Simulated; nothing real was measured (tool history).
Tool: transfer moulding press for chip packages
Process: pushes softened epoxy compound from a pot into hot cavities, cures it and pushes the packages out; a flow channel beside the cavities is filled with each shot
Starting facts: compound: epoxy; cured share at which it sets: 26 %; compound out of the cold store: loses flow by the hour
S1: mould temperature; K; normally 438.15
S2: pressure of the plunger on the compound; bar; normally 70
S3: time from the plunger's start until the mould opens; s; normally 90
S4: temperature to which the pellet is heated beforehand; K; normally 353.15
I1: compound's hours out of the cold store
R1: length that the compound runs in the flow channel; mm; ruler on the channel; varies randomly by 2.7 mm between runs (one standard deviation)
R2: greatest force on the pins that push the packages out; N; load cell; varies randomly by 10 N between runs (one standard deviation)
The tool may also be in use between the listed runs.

run,hour,S1,S2,S3,S4,I1,R1,R2
1,0,438.15,70,90,353.15,20.2,766,810
# hour 24.8: cavities cleaned with cleaning compound and waxed
2,31.7,438.15,70,90,353.15,13.7,797,618
# hour 41.1: plunger's sealing rings changed
3,48.4,438.15,70,90,353.15,33.8,727,758
4,63.7,438.15,70,90,353.15,24.3,780,842
# hour 81: cavities cleaned with cleaning compound and waxed
5,85.7,438.15,70,90,353.15,47.8,658,549
6,114.1,438.15,70,90,353.15,33,727,777
7,128.1,438.15,70,90,353.15,47.3,651,874
# hour 133.6: cavities cleaned with cleaning compound and waxed
8,155.7,438.15,70,90,353.15,19.8,786,771
9,173.2,438.15,70,90,353.15,36.2,697,854
# hour 187: cavities cleaned with cleaning compound and waxed
10,203.3,438.15,69.7,95,353.15,22.4,767,667
11,222.2,438.15,72.2,90,354.15,19.5,795,870

Forecast each of these 3 alternatives for the next run:
# hour 233: mould's thermocouples calibrated
# hour 242.7: cavities cleaned with cleaning compound and waxed
A,255.6,438.15,70,90,353.15,40.9,?,?
# hour 233: mould's thermocouples calibrated
# hour 242.7: cavities cleaned with cleaning compound and waxed
B,255.6,445.15,70,72,344.15,28,?,?
# hour 233: mould's thermocouples calibrated
# hour 242.7: cavities cleaned with cleaning compound and waxed
C,255.6,432.15,70,90,352.15,28.2,?,?

run,R1,R2
A,668,639
B,721,781
C,738,992
Take away the tool's hidden state, keep each run's random variation, and the runs would have read:
run,R1,R2
A,695,467
B,750,571
C,767,723
